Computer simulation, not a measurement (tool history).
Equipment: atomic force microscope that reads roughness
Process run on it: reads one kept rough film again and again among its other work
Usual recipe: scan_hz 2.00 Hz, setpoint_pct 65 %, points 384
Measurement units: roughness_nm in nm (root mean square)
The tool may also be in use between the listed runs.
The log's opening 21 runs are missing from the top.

run	day	scan_hz	setpoint_pct	points	pictures with this tip	hours of work since the height scale was calibrated	roughness_nm
22	16.821	2.00	65	388	130	262	3.378
# day 17.329: new tip fitted
23	17.650	2.00	65	388	7	274	4.060
24	18.433	2.00	75	384	25	285	3.861
25	19.225	2.00	75	384	43	296	3.754
26	20.071	2.00	75	384	62	308	3.640
27	20.658	2.00	75	384	75	317	3.572
28	21.133	2.54	65	384	85	323	3.561
29	21.821	2.54	65	384	101	333	3.484
30	22.571	2.54	65	384	118	344	3.404
# day 23.571: new tip fitted
31	23.621	2.00	77	384	1	359	4.032
32	24.754	2.38	77	875	26	375	3.794
33	25.592	2.38	77	875	45	387	3.698
34	26.321	3.79	57	858	62	397	3.740
35	26.912	3.79	57	858	75	406	3.625

Run 36 comes next. What will it give?
36	27.488	1.07	61	525	88	414	?

{"run 36": {"roughness_nm": 3.609}}
The same run, on a tool lacking any hidden state, would have yielded roughness_nm 4.221 nm (root mean square).
